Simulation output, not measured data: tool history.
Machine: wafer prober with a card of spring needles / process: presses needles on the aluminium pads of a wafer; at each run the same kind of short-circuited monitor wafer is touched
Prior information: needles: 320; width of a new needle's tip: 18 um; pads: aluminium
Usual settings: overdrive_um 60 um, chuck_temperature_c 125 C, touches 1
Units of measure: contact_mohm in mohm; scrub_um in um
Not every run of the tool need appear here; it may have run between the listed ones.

run,hour,overdrive_um,chuck_temperature_c,touches,contact_mohm,scrub_um
1,0,60,125,1,305,7.28
# hour 1.2: tips cleaned on abrasive film
2,5.8,60,125,1,277,7.24
3,10.2,60,125,1,300,7.29
4,18.6,60,125,1,315,7.29
# hour 23.6: tips cleaned on abrasive film
5,24.6,60,125,1,228,7.29
6,34.4,60,125,1,299,7.26
7,41.4,60,125,1,312,7.28
# hour 45.5: tips cleaned on abrasive film
8,50.8,60,125,1,279,7.28
9,56.4,60,125,1,303,7.27
10,63.9,60,125,3,246,7.25
# hour 68: tips cleaned on abrasive film
11,71.7,60,125,3,234,7.26
12,80.7,60,125,3,246,7.26
# hour 90: tips cleaned on abrasive film
13,90.5,43,80,1,252,5.16
14,95.4,66,28,1,259,8
15,102.9,66,28,1,284,8.01
16,107.8,43,41,2,326,5.19
# hour 112.1: tips cleaned on abrasive film
17,117.5,43,28,2,291,5.18
18,126.4,60,29,1,301,7.24
19,131.3,50,29,1,357,6.02
# hour 134.3: tips cleaned on abrasive film
20,139.1,50,29,1,292,6.03

Predict each of these 5 candidate next runs independently; none follows another, all start after run 20:
A,148.4,60,58,1,?,?
B,148.4,50,104,1,?,?
C,148.4,72,29,3,?,?
D,148.4,73,29,3,?,?
E,148.4,77,29,1,?,?

run,contact_mohm,scrub_um
A,306,7.22
B,348,6.02
C,216,8.7
D,218,8.83
E,255,9.32
Had the tool no hidden state, the same runs would have come out as:
run,contact_mohm,scrub_um
A,198,7.32
B,210,6.12
C,187,8.8
D,189,8.93
E,184,9.42
